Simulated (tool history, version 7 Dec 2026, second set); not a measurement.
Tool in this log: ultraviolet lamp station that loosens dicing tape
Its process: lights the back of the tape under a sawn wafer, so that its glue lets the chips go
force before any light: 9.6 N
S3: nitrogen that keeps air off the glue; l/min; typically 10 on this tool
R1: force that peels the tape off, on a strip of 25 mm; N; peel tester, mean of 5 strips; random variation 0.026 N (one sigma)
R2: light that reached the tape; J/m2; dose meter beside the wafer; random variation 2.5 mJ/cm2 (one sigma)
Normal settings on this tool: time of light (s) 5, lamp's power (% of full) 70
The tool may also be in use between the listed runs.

{"run": 1, "hour": 0.0, "time of light (s)": 5, "lamp's power (% of full)": 70, "S3": 10, "R1": 1.541, "R2": 2630}
{"run": 2, "hour": 41.2, "time of light (s)": 5, "lamp's power (% of full)": 70, "S3": 10, "R1": 1.598, "R2": 2520}
{"run": 3, "hour": 90.2, "time of light (s)": 5, "lamp's power (% of full)": 70, "S3": 10, "R1": 1.696, "R2": 2480}
{"run": 4, "hour": 121.8, "time of light (s)": 5, "lamp's power (% of full)": 70, "S3": 10, "R1": 1.73, "R2": 2410}
{"run": 5, "hour": 156.3, "time of light (s)": 5, "lamp's power (% of full)": 70, "S3": 10, "R1": 1.755, "R2": 2370}
{"run": 6, "hour": 213.7, "time of light (s)": 5, "lamp's power (% of full)": 70, "S3": 10, "R1": 1.875, "R2": 2300}
{"run": 7, "hour": 274.8, "time of light (s)": 5, "lamp's power (% of full)": 70, "S3": 10, "R1": 2.025, "R2": 2070}
{"run": 8, "hour": 306.0, "time of light (s)": 5, "lamp's power (% of full)": 70, "S3": 10, "R1": 2.193, "R2": 2060}
{"run": 9, "hour": 356.2, "time of light (s)": 5, "lamp's power (% of full)": 70, "S3": 3, "R1": 3.347, "R2": 2330}
{"run": 10, "hour": 394.8, "time of light (s)": 5, "lamp's power (% of full)": 70, "S3": 5, "R1": 2.594, "R2": 2330}
{"run": 11, "hour": 439.8, "time of light (s)": 5, "lamp's power (% of full)": 70, "S3": 5, "R1": 2.749, "R2": 2210}
{"run": 12, "hour": 496.9, "time of light (s)": 5, "lamp's power (% of full)": 70, "S3": 5, "R1": 2.747, "R2": 2160}
{"run": 13, "hour": 521.2, "time of light (s)": 5, "lamp's power (% of full)": 70, "S3": 5, "R1": 2.961, "R2": 2090}
{"run": 14, "hour": 570.9, "time of light (s)": 5, "lamp's power (% of full)": 61, "S3": 5, "R1": 3.61, "R2": 1800}
{"run": 15, "hour": 597.6, "time of light (s)": 5, "lamp's power (% of full)": 61, "S3": 5, "R1": 3.592, "R2": 1750}
{"run": 16, "hour": 655.8, "time of light (s)": 5, "lamp's power (% of full)": 61, "S3": 5, "R1": 3.716, "R2": 1700}
{"run": 17, "hour": 698.9, "time of light (s)": 5, "lamp's power (% of full)": 61, "S3": 5, "R1": 3.673, "R2": 1620}
{"run": 18, "hour": 737.7, "time of light (s)": 5, "lamp's power (% of full)": 61, "S3": 5, "R1": 3.912, "R2": 1570}
{"run": 19, "hour": 795.3, "time of light (s)": 5, "lamp's power (% of full)": 61, "S3": 5, "R1": 4.013, "R2": 1550}
{"run": 20, "hour": 834.9, "time of light (s)": 5, "lamp's power (% of full)": 61, "S3": 5, "R1": 4.118, "R2": 1480}
{"run": 21, "hour": 862.8, "time of light (s)": 5, "lamp's power (% of full)": 61, "S3": 5, "R1": 4.177, "R2": 1450}
{"run": 22, "hour": 909.9, "time of light (s)": 5, "lamp's power (% of full)": 75, "S3": 8, "R1": 3.033, "R2": 1700}
{"run": 23, "hour": 970.7, "time of light (s)": 5, "lamp's power (% of full)": 70, "S3": 4, "R1": 2.613, "R2": 2580}
{"run": 24, "hour": 1022.2, "time of light (s)": 7, "lamp's power (% of full)": 94, "S3": 3, "R1": 1.151, "R2": 4610}
{"run": 25, "hour": 1067.8, "time of light (s)": 4, "lamp's power (% of full)": 93, "S3": 10, "R1": 1.51, "R2": 2550}
{"run": 26, "hour": 1103.5, "time of light (s)": 5, "lamp's power (% of full)": 78, "S3": 4, "R1": 2.465, "R2": 2640}
{"run": 27, "hour": 1136.7, "time of light (s)": 5, "lamp's power (% of full)": 78, "S3": 4, "R1": 2.515, "R2": 2620}
{"run": 28, "hour": 1173.7, "time of light (s)": 2, "lamp's power (% of full)": 70, "S3": 19, "R1": 3.89, "R2": 1030}
{"run": 29, "hour": 1213.7, "time of light (s)": 4, "lamp's power (% of full)": 69, "S3": 6, "R1": 2.936, "R2": 1990}
{"run": 30, "hour": 1271.2, "time of light (s)": 6, "lamp's power (% of full)": 85, "S3": 4, "R1": 1.654, "R2": 3490}
{"run": 31, "hour": 1318.3, "time of light (s)": 6, "lamp's power (% of full)": 85, "S3": 4, "R1": 1.646, "R2": 3390}
{"run": 32, "hour": 1347.5, "time of light (s)": 4, "lamp's power (% of full)": 84, "S3": 4, "R1": 3.153, "R2": 2230}
{"run": 33, "hour": 1380.4, "time of light (s)": 4, "lamp's power (% of full)": 84, "S3": 4, "R1": 3.264, "R2": 2150}
{"run": 34, "hour": 1437.8, "time of light (s)": 4, "lamp's power (% of full)": 84, "S3": 4, "R1": 3.287, "R2": 2120}
{"run": 35, "hour": 1491.3, "time of light (s)": 5, "lamp's power (% of full)": 91, "S3": 4, "R1": 2.471, "R2": 2750}
{"run": 36, "hour": 1530.6, "time of light (s)": 5, "lamp's power (% of full)": 91, "S3": 4, "R1": 2.414, "R2": 2700}
{"run": 37, "hour": 1565.1, "time of light (s)": 5, "lamp's power (% of full)": 91, "S3": 4, "R1": 2.442, "R2": 2600}
{"run": 38, "hour": 1592.3, "time of light (s)": 5, "lamp's power (% of full)": 91, "S3": 4, "R1": 2.538, "R2": 2580}
{"run": 39, "hour": 1648.0, "time of light (s)": 5, "lamp's power (% of full)": 91, "S3": 4, "R1": 2.611, "R2": 2480}
{"run": 40, "hour": 1701.4, "time of light (s)": 5, "lamp's power (% of full)": 89, "S3": 8, "R1": 2.036, "R2": 2300}
{"run": 41, "hour": 1760.5, "time of light (s)": 9, "lamp's power (% of full)": 77, "S3": 3, "R1": 1.973, "R2": 3460}
{"run": 42, "hour": 1810.7, "time of light (s)": 5, "lamp's power (% of full)": 88, "S3": 3, "R1": 3.626, "R2": 2140}

Not shown here: 4 entries made in the log between runs. Locate each between two listed runs and compare the hidden state at the listed run before it with the hidden state at the listed run after it:
Run 6 -> run 7: window cleaned of glue's vapour (hour 226.2)
  lamp's light, % of a new lamp's: 88.3 -> 85.8; light that the window lets through, % of a clean one's: 90.5 -> 84.9
  difference, measured minus the result without the unlogged condition, R1: +0.600 -> +0.824 N; R2: -580 -> -770 J/m2
Run 8 -> run 9: window cleaned of glue's vapour, once more (hour 355.7)
  lamp's light, % of a new lamp's: 84.6 -> 82.2; light that the window lets through, % of a clean one's: 84.6 -> 99.6
  difference, measured minus the result without the unlogged condition, R1: +0.927 -> +0.695 N; R2: -810 -> -530 J/m2
Run 22 -> run 23: lamp changed (hour 926.1)
  lamp's light, % of a new lamp's: 59.9 -> 97.3; light that the window lets through, % of a clean one's: 92.9 -> 92.2
  difference, measured minus the result without the unlogged condition, R1: +1.747 -> +0.354 N; R2: -1370 -> -300 J/m2
Run 27 -> run 28: window cleaned of glue's vapour (hour 1171.2)
  lamp's light, % of a new lamp's: 90.7 -> 89.1; light that the window lets through, % of a clean one's: 90.2 -> 99.9
  difference, measured minus the result without the unlogged condition, R1: +0.620 -> +0.401 N; R2: -580 -> -120 J/m2
